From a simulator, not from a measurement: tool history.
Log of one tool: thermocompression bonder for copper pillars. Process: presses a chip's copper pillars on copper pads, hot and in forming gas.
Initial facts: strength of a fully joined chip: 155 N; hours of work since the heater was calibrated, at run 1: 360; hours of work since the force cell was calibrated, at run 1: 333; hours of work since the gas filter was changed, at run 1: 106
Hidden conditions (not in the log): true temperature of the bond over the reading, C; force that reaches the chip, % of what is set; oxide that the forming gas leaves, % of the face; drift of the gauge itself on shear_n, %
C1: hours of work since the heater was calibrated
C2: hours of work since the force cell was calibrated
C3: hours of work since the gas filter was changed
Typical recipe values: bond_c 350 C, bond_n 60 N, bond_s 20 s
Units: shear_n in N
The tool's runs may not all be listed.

{"run": 1, "hour": 0.0, "bond_c": 350, "bond_n": 60, "bond_s": 20, "C1": 360, "C2": 333, "C3": 106, "shear_n": 72.9}
{"run": 2, "hour": 17.0, "bond_c": 350, "bond_n": 60, "bond_s": 20, "C1": 368, "C2": 341, "C3": 114, "shear_n": 73.7}
{"run": 3, "hour": 29.5, "bond_c": 350, "bond_n": 60, "bond_s": 20, "C1": 373, "C2": 346, "C3": 119, "shear_n": 73.8}
{"run": 4, "hour": 42.0, "bond_c": 350, "bond_n": 60, "bond_s": 20, "C1": 379, "C2": 351, "C3": 124, "shear_n": 73.6}
{"run": 5, "hour": 52.3, "bond_c": 350, "bond_n": 60, "bond_s": 20, "C1": 383, "C2": 356, "C3": 129, "shear_n": 74.1}
{"run": 6, "hour": 60.6, "bond_c": 350, "bond_n": 60, "bond_s": 20, "C1": 387, "C2": 359, "C3": 132, "shear_n": 74}
{"run": 7, "hour": 81.1, "bond_c": 350, "bond_n": 60, "bond_s": 20, "C1": 395, "C2": 368, "C3": 141, "shear_n": 74.1}
{"run": 8, "hour": 91.8, "bond_c": 350, "bond_n": 38, "bond_s": 14, "C1": 400, "C2": 373, "C3": 146, "shear_n": 43.8}
{"run": 9, "hour": 105.6, "bond_c": 350, "bond_n": 38, "bond_s": 14, "C1": 406, "C2": 379, "C3": 152, "shear_n": 43.7}
{"run": 10, "hour": 113.8, "bond_c": 326, "bond_n": 37, "bond_s": 27, "C1": 410, "C2": 382, "C3": 155, "shear_n": 43.7}
{"run": 11, "hour": 131.6, "bond_c": 326, "bond_n": 63, "bond_s": 37, "C1": 417, "C2": 390, "C3": 163, "shear_n": 78}
{"run": 12, "hour": 151.3, "bond_c": 362, "bond_n": 60, "bond_s": 20, "C1": 426, "C2": 399, "C3": 172, "shear_n": 82.1}
{"run": 13, "hour": 168.0, "bond_c": 328, "bond_n": 73, "bond_s": 35, "C1": 433, "C2": 406, "C3": 179, "shear_n": 87.3}
{"run": 14, "hour": 182.9, "bond_c": 331, "bond_n": 60, "bond_s": 21, "C1": 440, "C2": 412, "C3": 185, "shear_n": 64}

Predict each of these 4 candidate next runs independently; none follows another, all start after run 14:
{"run": "A", "hour": 201.1, "bond_c": 321, "bond_n": 60, "bond_s": 20, "C1": 447, "C2": 420, "C3": 193, "shear_n": "?"}
{"run": "B", "hour": 201.1, "bond_c": 366, "bond_n": 67, "bond_s": 36, "C1": 447, "C2": 420, "C3": 193, "shear_n": "?"}
{"run": "C", "hour": 201.1, "bond_c": 331, "bond_n": 87, "bond_s": 16, "C1": 447, "C2": 420, "C3": 193, "shear_n": "?"}
{"run": "D", "hour": 201.1, "bond_c": 331, "bond_n": 60, "bond_s": 19, "C1": 447, "C2": 420, "C3": 193, "shear_n": "?"}

run=A shear_n=56.8
run=B shear_n=107.8
run=C shear_n=77.9
run=D shear_n=61.8
With no hidden state in the tool, these same runs would have given:
run=A shear_n=55.8
run=B shear_n=105.9
run=C shear_n=76.5
run=D shear_n=60.7

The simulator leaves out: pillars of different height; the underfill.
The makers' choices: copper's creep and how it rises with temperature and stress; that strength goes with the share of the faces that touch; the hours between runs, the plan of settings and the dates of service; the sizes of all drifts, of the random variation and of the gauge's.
